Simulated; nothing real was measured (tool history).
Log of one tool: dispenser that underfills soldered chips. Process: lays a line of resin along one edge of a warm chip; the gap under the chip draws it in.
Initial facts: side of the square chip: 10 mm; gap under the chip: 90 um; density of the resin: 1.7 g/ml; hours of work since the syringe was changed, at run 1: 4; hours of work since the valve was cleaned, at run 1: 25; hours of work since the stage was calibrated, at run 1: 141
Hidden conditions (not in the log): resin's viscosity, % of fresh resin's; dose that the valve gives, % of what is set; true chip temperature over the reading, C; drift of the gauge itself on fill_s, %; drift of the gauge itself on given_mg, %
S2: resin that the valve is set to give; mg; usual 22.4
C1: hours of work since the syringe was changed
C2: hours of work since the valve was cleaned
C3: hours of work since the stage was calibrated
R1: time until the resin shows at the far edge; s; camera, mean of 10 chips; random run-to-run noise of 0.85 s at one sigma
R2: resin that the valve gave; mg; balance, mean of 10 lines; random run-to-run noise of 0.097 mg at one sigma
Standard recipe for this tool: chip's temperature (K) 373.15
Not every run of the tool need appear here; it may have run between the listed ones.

Run 1, hour 0.0: usual settings; C1 4; C2 25; C3 141. Result: R1 101.6 s, R2 21.90 mg.
Run 2, hour 6.2: usual settings; C1 8; C2 29; C3 145. Result: R1 129.4 s, R2 21.79 mg.
At hour 9.6: new syringe of resin.
Run 3, hour 11.9: usual settings; C1 2; C2 32; C3 149. Result: R1 91.9 s, R2 21.68 mg.
Run 4, hour 18.7: usual settings; C1 6; C2 37; C3 153. Result: R1 117.8 s, R2 21.66 mg.
Run 5, hour 22.1: usual settings; C1 8; C2 39; C3 155. Result: R1 134.3 s, R2 21.55 mg.
At hour 24.4: new syringe of resin.
Run 6, hour 27.5: usual settings; C1 2; C2 42; C3 159. Result: R1 90.4 s, R2 21.36 mg.
Run 7, hour 33.3: usual settings; C1 6; C2 46; C3 163. Result: R1 114.2 s, R2 21.49 mg.
Run 8, hour 38.2: usual settings but S2 23.1 mg; C1 9; C2 50; C3 166. Result: R1 133.8 s, R2 22.13 mg.
At hour 39.0: new syringe of resin.
Run 9, hour 45.4: usual settings but S2 23.1 mg; C1 4; C2 54; C3 170. Result: R1 102.5 s, R2 22.00 mg.
Run 10, hour 50.5: usual settings but chip's temperature (K) 377.15; C1 8; C2 57; C3 174. Result: R1 108.8 s, R2 21.09 mg.
At hour 53.5: new syringe of resin.
Run 11, hour 55.6: usual settings but chip's temperature (K) 377.15; C1 1; C2 61; C3 177. Result: R1 78.5 s, R2 21.23 mg.
Run 12, hour 59.8: usual settings; C1 4; C2 63; C3 180. Result: R1 106.6 s, R2 20.87 mg.
Run 13, hour 66.5: usual settings; C1 9; C2 68; C3 184. Result: R1 137.8 s, R2 20.86 mg.
At hour 68.1: new syringe of resin.
Run 14, hour 72.5: usual settings; C1 3; C2 72; C3 188. Result: R1 96.8 s, R2 20.84 mg.
Run 15, hour 75.8: usual settings; C1 5; C2 74; C3 190. Result: R1 108.0 s, R2 20.81 mg.
At hour 82.6: new syringe of resin.
Run 16, hour 83.0: usual settings; C1 0; C2 78; C3 195. Result: R1 87.7 s, R2 20.83 mg.
Run 17, hour 86.3: usual settings but chip's temperature (K) 370.15, S2 21.5 mg; C1 2; C2 80; C3 197. Result: R1 112.8 s, R2 19.88 mg.
Run 18, hour 89.5: usual settings but chip's temperature (K) 362.15, S2 28.6 mg; C1 5; C2 83; C3 199. Result: R1 169.3 s, R2 26.58 mg.
Run 19, hour 92.5: usual settings but chip's temperature (K) 369.15, S2 26.2 mg; C1 6; C2 85; C3 201. Result: R1 142.0 s, R2 24.11 mg.
Run 20, hour 96.5: usual settings but chip's temperature (K) 369.15, S2 24.7 mg; C1 9; C2 87; C3 204. Result: R1 164.7 s, R2 22.52 mg.
At hour 97.2: new syringe of resin.
Run 21, hour 102.0: usual settings but chip's temperature (K) 369.15, S2 24.7 mg; C1 3; C2 91; C3 207. Result: R1 117.4 s, R2 22.56 mg.
Run 22, hour 108.2: usual settings but chip's temperature (K) 375.15, S2 25.2 mg; C1 7; C2 95; C3 211. Result: R1 114.5 s, R2 23.00 mg.
At hour 111.9: new syringe of resin.
Run 23, hour 112.5: usual settings but chip's temperature (K) 363.15, S2 23.4 mg; C1 0; C2 97; C3 214. Result: R1 132.5 s, R2 21.37 mg.
At hour 120.4: dispensing valve cleaned and set on the balance.
Run 24, hour 120.5: usual settings but chip's temperature (K) 363.15, S2 23.4 mg; C1 5; C2 0; C3 218. Result: R1 169.6 s, R2 23.43 mg.
Run 25, hour 125.3: usual settings but chip's temperature (K) 363.15, S2 23.4 mg; C1 8; C2 3; C3 221. Result: R1 198.5 s, R2 23.35 mg.
At hour 127.9: new syringe of resin.
Run 26, hour 129.0: usual settings but chip's temperature (K) 360.15, S2 28.0 mg; C1 1; C2 5; C3 224. Result: R1 147.0 s, R2 27.89 mg.
Run 27, hour 135.0: usual settings but chip's temperature (K) 368.15, S2 24.8 mg; C1 5; C2 9; C3 228. Result: R1 134.6 s, R2 24.64 mg.
Run 28, hour 139.8: usual settings but chip's temperature (K) 376.15, S2 28.1 mg; C1 8; C2 13; C3 231. Result: R1 112.4 s, R2 27.58 mg.
At hour 142.6: new syringe of resin.
Run 29, hour 144.9: usual settings but chip's temperature (K) 376.15, S2 28.1 mg; C1 2; C2 16; C3 234. Result: R1 79.4 s, R2 27.56 mg.
Run 30, hour 150.8: usual settings but chip's temperature (K) 376.15, S2 28.1 mg; C1 5; C2 20; C3 238. Result: R1 99.6 s, R2 27.49 mg.

Pick out some run-to-run changes in R1. Of each, how much would a tool without hidden state show as well, from the settings, what came in and chance, and how much is left for the hidden state and any gauge scatter not in both results compared?
Run 5 -> 6: new syringe of resin. R1 -43.9 s: hidden state -41.5, all else -2.4.
Run 17 -> 18: chip's temperature (K) 370.15 -> 362.15, S2 21.5 -> 28.6. R1 +56.5 s: hidden state +24.8, all else +31.7.
Run 20 -> 21: new syringe of resin. R1 -47.3 s: hidden state -49.2, all else +1.9.
Run 25 -> 26: chip's temperature (K) 363.15 -> 360.15, S2 23.4 -> 28.0, new syringe of resin. R1 -51.5 s: hidden state -65.2, all else +13.7.
